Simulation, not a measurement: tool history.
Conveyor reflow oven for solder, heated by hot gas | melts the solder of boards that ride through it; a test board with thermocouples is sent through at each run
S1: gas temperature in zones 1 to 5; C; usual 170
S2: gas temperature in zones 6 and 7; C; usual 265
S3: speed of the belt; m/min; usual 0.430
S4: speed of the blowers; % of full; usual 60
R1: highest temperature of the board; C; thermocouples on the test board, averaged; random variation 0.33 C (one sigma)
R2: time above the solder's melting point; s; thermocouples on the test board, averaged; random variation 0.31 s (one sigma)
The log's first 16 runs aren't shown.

run 17 hour=126.0 | S1=184 S2=265 S3=0.470 S4=90 | R1=252.9 R2=62.6
run 18 hour=133.9 | S1=173 S2=265 S3=0.430 S4=59 | R1=249.3 R2=60.0
run 19 hour=141.0 | S1=176 S2=257 S3=0.348 S4=79 | R1=249.7 R2=80.2
run 20 hour=145.5 | S1=173 S2=268 S3=0.430 S4=51 | R1=249.8 R2=59.9
run 21 hour=151.9 | S1=161 S2=266 S3=0.443 S4=60 | R1=246.7 R2=51.4
run 22 hour=160.5 | S1=161 S2=266 S3=0.443 S4=60 | R1=247.0 R2=51.5
run 23 hour=166.5 | S1=161 S2=266 S3=0.443 S4=60 | R1=246.5 R2=51.4
run 24 hour=173.1 | S1=161 S2=266 S3=0.443 S4=60 | R1=246.8 R2=51.0
run 25 hour=182.4 | S1=161 S2=266 S3=0.443 S4=60 | R1=245.9 R2=51.7
run 26 hour=188.8 | S1=155 S2=255 S3=0.428 S4=69 | R1=238.5 R2=44.5
-- hour=197.7 flux residue cleaned out of gas plates and filters
run 27 hour=198.4 | S1=155 S2=259 S3=0.430 S4=69 | R1=243.4 R2=49.7
run 28 hour=208.3 | S1=170 S2=253 S3=0.430 S4=53 | R1=237.2 R2=46.6
run 29 hour=217.7 | S1=160 S2=253 S3=0.430 S4=86 | R1=241.0 R2=50.2
run 30 hour=226.9 | S1=160 S2=276 S3=0.479 S4=86 | R1=259.1 R2=56.7

3 ways to go on from here, each from the tool as it stands after run 30. What would each give?
run A hour=236.7 | S1=170 S2=265 S3=0.376 S4=65 | R1=? R2=?
run B hour=236.7 | S1=160 S2=276 S3=0.517 S4=63 | R1=? R2=?
run C hour=236.7 | S1=182 S2=276 S3=0.371 S4=59 | R1=? R2=?

run=A R1=253.6 R2=73.6
run=B R1=250.7 R2=46.3
run=C R1=265.3 R2=87.0
Without the tool's hidden state the same runs would have given:
run=A R1=254.6 R2=74.5
run=B R1=251.9 R2=47.3
run=C R1=266.3 R2=87.6
